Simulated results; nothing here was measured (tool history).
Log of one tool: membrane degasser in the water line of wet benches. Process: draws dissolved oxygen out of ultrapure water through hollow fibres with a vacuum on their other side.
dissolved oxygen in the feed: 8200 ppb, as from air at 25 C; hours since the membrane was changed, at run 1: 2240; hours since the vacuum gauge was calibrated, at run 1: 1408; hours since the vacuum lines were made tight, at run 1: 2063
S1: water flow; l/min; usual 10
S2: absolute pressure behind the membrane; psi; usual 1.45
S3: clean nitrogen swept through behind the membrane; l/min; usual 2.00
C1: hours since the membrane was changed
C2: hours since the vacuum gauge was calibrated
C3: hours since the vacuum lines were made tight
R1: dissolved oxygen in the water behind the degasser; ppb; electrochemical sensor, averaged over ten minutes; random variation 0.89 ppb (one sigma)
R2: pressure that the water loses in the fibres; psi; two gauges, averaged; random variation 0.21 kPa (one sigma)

run,hour,S1,S2,S3,C1,C2,C3,R1,R2
1,0.0,10,1.45,2.00,2240,1408,2063,87.7,7.237
2,63.7,9,1.45,2.00,2304,1472,2127,78.9,6.577
3,122.4,10,1.45,2.00,2363,1531,2185,88.9,7.298
4,205.8,10,1.45,2.00,2446,1614,2269,87.2,7.346
5,271.3,10,1.45,2.00,2512,1680,2334,90.0,7.262
6,360.6,10,1.45,2.00,2601,1769,2424,87.2,7.320
7,439.8,10,1.45,5.13,2680,1848,2503,37.0,7.323
8,519.7,10,1.06,2.00,2760,1928,2583,56.6,7.337
9,561.2,10,1.06,2.00,2801,1969,2624,56.1,7.333
10,607.8,10,1.45,2.00,2848,2016,2671,89.6,7.351
11,671.3,10,1.45,1.25,2912,2080,2734,138.7,7.329
12,725.4,10,1.45,1.25,2966,2134,2788,139.7,7.391
# hour 731.1: vacuum gauge calibrated
13,785.4,10,1.45,1.25,3025,54,2848,140.8,7.353
14,870.3,10,1.45,1.25,3110,139,2933,139.4,7.381
# hour 908.8: vacuum gauge calibrated, once more
15,947.6,10,1.45,5.94,3187,39,3010,31.5,7.372
16,998.1,10,1.45,2.00,3237,89,3060,87.4,7.349
17,1036.9,10,1.45,2.00,3276,128,3099,86.3,7.438
18,1116.2,10,1.60,2.00,3355,207,3178,101.4,7.330
19,1190.6,10,3.07,1.48,3430,282,3253,299.1,7.329
20,1242.2,10,3.07,1.48,3481,333,3304,299.2,7.342
21,1295.4,10,2.41,1.06,3535,387,3357,302.3,7.385
22,1339.1,7,2.26,4.58,3578,430,3401,49.8,5.181
23,1405.8,7,2.26,4.58,3645,497,3468,51.7,5.187
24,1482.6,7,2.26,4.58,3722,574,3545,50.9,5.218
25,1523.5,16,1.45,1.38,3763,615,3586,190.8,11.793
26,1579.6,16,1.45,1.38,3819,671,3642,193.9,11.850
27,1633.6,10,0.91,2.00,3873,725,3696,42.1,7.384
28,1684.7,10,0.91,2.00,3924,776,3747,42.4,7.369
29,1765.3,13,1.61,2.89,4005,857,3827,95.3,9.590
30,1845.0,13,1.61,2.89,4084,936,3907,94.2,9.594
31,1917.7,8,1.90,3.59,4157,1009,3980,58.3,5.893
32,1980.6,9,2.32,1.83,4220,1072,4043,163.4,6.666
33,2065.0,9,2.32,1.83,4304,1156,4127,160.4,6.622

The same runs without the tool's hidden state, with the same run-to-run variation:
The hidden state here: membrane still open, %; true pressure behind the membrane over the reading, kPa; air that leaks in behind the membrane, l/min; drift of the gauge itself on oxygen_ppb, %; drift of the gauge itself on loss_of_pressure_kpa, %.
run,R1,R2
1,83.9,7.100
2,75.3,6.448
3,84.8,7.150
4,83.0,7.192
5,85.5,7.107
6,82.7,7.159
7,34.8,7.156
8,52.3,7.165
9,51.8,7.158
10,84.5,7.174
11,131.0,7.149
12,131.7,7.205
13,130.7,7.166
14,129.0,7.187
15,30.2,7.174
16,84.3,7.147
17,83.2,7.232
18,97.8,7.123
19,290.1,7.116
20,289.9,7.126
21,293.1,7.165
22,47.1,5.026
23,48.8,5.027
24,48.0,5.056
25,184.3,11.419
26,187.1,11.468
27,39.1,7.145
28,39.3,7.126
29,90.7,9.266
30,89.4,9.264
31,54.6,5.685
32,155.1,6.430
33,152.0,6.382

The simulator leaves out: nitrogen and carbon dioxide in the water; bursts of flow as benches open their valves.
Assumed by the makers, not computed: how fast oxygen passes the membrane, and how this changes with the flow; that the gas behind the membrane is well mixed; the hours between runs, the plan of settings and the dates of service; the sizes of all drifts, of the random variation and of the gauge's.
